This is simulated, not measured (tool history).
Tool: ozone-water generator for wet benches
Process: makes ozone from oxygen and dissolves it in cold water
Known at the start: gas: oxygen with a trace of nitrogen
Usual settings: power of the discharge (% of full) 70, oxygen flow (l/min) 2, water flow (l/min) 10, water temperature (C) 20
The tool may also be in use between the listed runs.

run	hour	power of the discharge (% of full)	oxygen flow (l/min)	water flow (l/min)	water temperature (C)	dissolved ozone (ppm)	ozone in the gas ahead of the water (g/m3)
1	0	70	2	10	20	17.5	217.3
2	48.1	70	2	10	14	18.7	216.6
3	82	70	2	10	15	18.5	217.3
4	109.6	70	2	10	20	17.4	217.5
5	141.5	70	2	10	20	17.4	215.5
6	199.8	70	2	10	20	17.4	216.6
7	227.7	70	2.2	10	20	17.9	208.3
8	260.7	70	2.2	10	20	17.5	207.7
9	292.7	70	2.2	10	20	17.7	209
10	321	70	2.71	10	20	18.1	191.4
11	355.2	70	2.71	6	20	27.3	191.6
12	392.1	70	2.71	6	20	27.4	191.6
13	425.6	45	2	10	20	11.9	147.5
14	474	70	2	10	20	17.3	218.2
15	528.5	55	2	10	20	14.1	175.1
16	584.5	55	2	10	20	14.1	174.6
17	616.4	55	2	10	20	13.8	174.7

The next listed run, before its measurement:
18	657.9	89	2	10	20	?	?

Run 18 gave dissolved ozone (ppm) 21.2, ozone in the gas ahead of the water (g/m3) 266.8.
Without the tool's hidden state the same run would have given dissolved ozone (ppm) 23.2, ozone in the gas ahead of the water (g/m3) 280.5.
